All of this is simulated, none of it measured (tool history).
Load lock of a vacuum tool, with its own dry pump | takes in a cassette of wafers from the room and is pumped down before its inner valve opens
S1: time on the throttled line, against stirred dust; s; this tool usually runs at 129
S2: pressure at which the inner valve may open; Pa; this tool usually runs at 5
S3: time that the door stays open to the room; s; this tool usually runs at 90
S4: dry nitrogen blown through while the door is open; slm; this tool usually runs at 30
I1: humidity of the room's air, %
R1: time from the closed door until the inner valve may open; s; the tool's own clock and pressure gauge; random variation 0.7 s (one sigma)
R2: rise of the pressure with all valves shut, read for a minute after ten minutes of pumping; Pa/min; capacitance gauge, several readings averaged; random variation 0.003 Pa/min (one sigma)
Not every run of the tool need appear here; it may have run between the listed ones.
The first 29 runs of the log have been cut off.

| run | hour | S1 | S2 | S3 | S4 | I1 | R1 | R2 |
|---|---|---|---|---|---|---|---|---|
| 30 | 4904.5 | 130 | 5 | 72 | 6 | 43.6 | 207.2 | 0.435 |
| 31 | 5028.1 | 130 | 8 | 26 | 6 | 44.5 | 201.6 | 0.431 |
| 32 | 5263.4 | 130 | 8 | 26 | 6 | 46.4 | 202.7 | 0.460 |
| 33 | 5490.9 | 94 | 8 | 154 | 8 | 45.3 | 173.0 | 0.534 |
| 34 | 5692.1 | 129 | 9 | 90 | 37 | 42.7 | 200.7 | 0.500 |
| 35 | 5921.7 | 129 | 4 | 26 | 28 | 44.3 | 210.1 | 0.515 |
| 36 | 6053.5 | 129 | 4 | 26 | 28 | 45.0 | 209.5 | 0.536 |
| 37 | 6189.9 | 129 | 5 | 68 | 27 | 45.7 | 207.3 | 0.564 |
| 38 | 6351.9 | 129 | 5 | 68 | 27 | 41.8 | 208.2 | 0.585 |

Below are 3 alternative next runs, each starting from the tool's condition after run 38. Predict each:
| A | 6454.1 | 251 | 5 | 80 | 30 | 44.1 | ? | ? |
| B | 6454.1 | 129 | 7 | 46 | 30 | 43.5 | ? | ? |
| C | 6454.1 | 129 | 7 | 90 | 30 | 47.5 | ? | ? |

| run | R1 | R2 |
|---|---|---|
| A | 310.5 | 0.589 |
| B | 202.3 | 0.588 |
| C | 203.5 | 0.599 |
With the hidden condition removed and each run's random variation left untouched, the same runs would have given:
| run | R1 | R2 |
|---|---|---|
| A | 303.2 | 0.031 |
| B | 193.3 | 0.027 |
| C | 194.5 | 0.039 |
